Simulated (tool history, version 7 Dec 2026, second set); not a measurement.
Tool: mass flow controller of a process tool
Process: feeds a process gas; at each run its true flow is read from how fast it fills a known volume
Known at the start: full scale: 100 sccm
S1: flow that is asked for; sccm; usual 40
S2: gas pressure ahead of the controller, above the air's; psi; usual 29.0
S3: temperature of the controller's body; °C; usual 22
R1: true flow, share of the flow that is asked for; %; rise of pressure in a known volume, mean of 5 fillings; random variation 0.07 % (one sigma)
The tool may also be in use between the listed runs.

run 1 hour=0.0 | S1=40 S2=29.0 S3=22 | R1=98.06
run 2 hour=58.0 | S1=40 S2=29.0 S3=24 | R1=97.87
run 3 hour=110.9 | S1=40 S2=29.0 S3=24 | R1=97.82
run 4 hour=153.5 | S1=40 S2=29.0 S3=24 | R1=97.75
run 5 hour=227.3 | S1=40 S2=29.0 S3=24 | R1=97.80
run 6 hour=273.1 | S1=40 S2=29.0 S3=22 | R1=97.99
run 7 hour=372.0 | S1=40 S2=29.0 S3=22 | R1=97.82
run 8 hour=430.4 | S1=20 S2=29.0 S3=22 | R1=97.90
run 9 hour=508.9 | S1=20 S2=29.0 S3=22 | R1=97.84
run 10 hour=563.0 | S1=40 S2=20.6 S3=22 | R1=98.09
run 11 hour=661.0 | S1=14 S2=36.3 S3=38 | R1=97.02
run 12 hour=730.0 | S1=72 S2=38.4 S3=24 | R1=97.84
run 13 hour=793.0 | S1=49 S2=23.8 S3=34 | R1=97.21
run 14 hour=876.4 | S1=40 S2=23.6 S3=22 | R1=97.93
run 15 hour=963.6 | S1=40 S2=26.0 S3=22 | R1=97.74
run 16 hour=1020.9 | S1=30 S2=27.1 S3=22 | R1=97.74
run 17 hour=1107.4 | S1=30 S2=34.7 S3=22 | R1=97.47
run 18 hour=1193.2 | S1=73 S2=29.0 S3=33 | R1=97.38
run 19 hour=1288.7 | S1=73 S2=29.0 S3=33 | R1=97.46

Hidden state or all else? Some run-to-run changes of R1, split into what the settings, what came in and random variation would give without the hidden state, and what is left for the hidden state (with any gauge scatter that isn't in both results):
The hidden state here: flow at rest that the sensor doesn't see, % of full scale; true flow over the shown one, %; drift of the gauge itself on true_pct, %.
Run 10 -> 11: S1 40 -> 14, S2 20.6 -> 36.3, S3 22 -> 38. R1 -1.07 %: hidden state +0.80, all else -1.87.
Run 11 -> 12: S1 14 -> 72, S2 36.3 -> 38.4, S3 38 -> 24. R1 +0.82 %: hidden state -1.04, all else +1.86.
